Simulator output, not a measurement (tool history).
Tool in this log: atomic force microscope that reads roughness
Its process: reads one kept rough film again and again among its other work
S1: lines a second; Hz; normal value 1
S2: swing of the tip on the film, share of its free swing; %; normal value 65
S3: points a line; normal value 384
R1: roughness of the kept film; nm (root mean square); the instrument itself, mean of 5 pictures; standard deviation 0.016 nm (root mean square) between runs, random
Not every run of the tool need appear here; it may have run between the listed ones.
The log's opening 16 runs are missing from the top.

{"run": 17, "hour": 332.0, "S1": 1, "S2": 65, "S3": 384, "R1": 3.686}
{"run": 18, "hour": 356.7, "S1": 1, "S2": 65, "S3": 384, "R1": 3.487}
{"run": 19, "hour": 372.0, "S1": 1, "S2": 65, "S3": 858, "R1": 3.437}
{"run": 20, "hour": 393.9, "S1": 1.11, "S2": 85, "S3": 384, "R1": 3.106}
{"run": 21, "hour": 409.9, "S1": 1.11, "S2": 85, "S3": 384, "R1": 3.044}
{"run": 22, "hour": 430.4, "S1": 1.45, "S2": 57, "S3": 384, "R1": 3.119}
{"run": 23, "hour": 442.4, "S1": 2.18, "S2": 57, "S3": 256, "R1": 3.028}
{"run": 24, "hour": 457.9, "S1": 2.18, "S2": 56, "S3": 402, "R1": 3.017}
{"hour": 466.0, "done": "new tip fitted"}
{"run": 25, "hour": 477.8, "S1": 2.18, "S2": 56, "S3": 402, "R1": 3.693}
{"run": 26, "hour": 491.1, "S1": 2.18, "S2": 56, "S3": 402, "R1": 3.64}
{"run": 27, "hour": 518.2, "S1": 2.18, "S2": 56, "S3": 402, "R1": 3.477}
{"run": 28, "hour": 533.4, "S1": 3.21, "S2": 58, "S3": 362, "R1": 3.314}
{"run": 29, "hour": 555.5, "S1": 3.1, "S2": 79, "S3": 627, "R1": 2.891}
{"run": 30, "hour": 580.6, "S1": 1.12, "S2": 79, "S3": 485, "R1": 3.043}
{"run": 31, "hour": 603.8, "S1": 1.17, "S2": 82, "S3": 485, "R1": 2.934}
{"hour": 618.3, "done": "new tip fitted"}
{"run": 32, "hour": 621.3, "S1": 1, "S2": 65, "S3": 616, "R1": 3.789}
{"run": 33, "hour": 632.2, "S1": 1.97, "S2": 61, "S3": 673, "R1": 3.631}
{"run": 34, "hour": 653.0, "S1": 0.88, "S2": 59, "S3": 384, "R1": 3.607}
{"run": 35, "hour": 665.6, "S1": 0.83, "S2": 77, "S3": 517, "R1": 3.451}
{"run": 36, "hour": 679.4, "S1": 1.06, "S2": 67, "S3": 471, "R1": 3.409}
{"run": 37, "hour": 697.9, "S1": 1.06, "S2": 67, "S3": 471, "R1": 3.315}

Each row is a separate what-if for the run after 37, all from the same tool condition, not one after another. Results?
{"run": "A", "hour": 708.8, "S1": 1.06, "S2": 59, "S3": 292, "R1": "?"}
{"run": "B", "hour": 708.8, "S1": 1.06, "S2": 67, "S3": 449, "R1": "?"}
{"run": "C", "hour": 708.8, "S1": 0.52, "S2": 85, "S3": 351, "R1": "?"}
{"run": "D", "hour": 708.8, "S1": 0.84, "S2": 65, "S3": 353, "R1": "?"}

run=A R1=3.275
run=B R1=3.245
run=C R1=3.225
run=D R1=3.259
Without the tool's hidden state the same runs would have given:
run=A R1=3.852
run=B R1=3.817
run=C R1=3.794
run=D R1=3.833

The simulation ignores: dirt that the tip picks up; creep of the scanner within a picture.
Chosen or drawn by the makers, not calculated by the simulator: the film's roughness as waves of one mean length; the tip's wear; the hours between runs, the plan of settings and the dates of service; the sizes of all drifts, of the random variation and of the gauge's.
